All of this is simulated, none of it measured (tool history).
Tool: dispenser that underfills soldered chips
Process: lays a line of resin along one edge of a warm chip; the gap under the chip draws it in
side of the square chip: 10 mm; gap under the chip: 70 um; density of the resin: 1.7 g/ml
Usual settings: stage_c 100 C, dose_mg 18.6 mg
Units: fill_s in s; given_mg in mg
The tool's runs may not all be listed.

run	hour	stage_c	dose_mg	fill_s	given_mg
1	0	100	18.6	119.4	16.65
2	6.4	100	18.6	173.7	16.43
# hour 10.1: new syringe of resin
3	13.3	100	18.6	128.6	16.6
# hour 22.1: new syringe of resin
4	24	104	18.6	100.3	16.16
# hour 32.1: dispensing valve cleaned and set on the balance
5	32.1	104	18.6	151.8	18.77
# hour 34.8: new syringe of resin
6	36.8	104	18.6	103.4	18.65
7	42.1	100	18.6	164.8	18.45
# hour 46.7: new syringe of resin
8	48	100	23.1	111	22.72
9	55.1	86	16.4	310.8	16.14
# hour 58.6: new syringe of resin
10	63.9	98	23.3	149.9	22.93
# hour 70.4: new syringe of resin
11	74	99	18.6	136.3	18.11

Forecast run 12:
12	78.9	107	17.9	?	?

Run 12 gave fill_s 139.3 s, given_mg 17.38 mg.
Without the tool's hidden state the same run would have given fill_s 76 s, given_mg 17.96 mg.
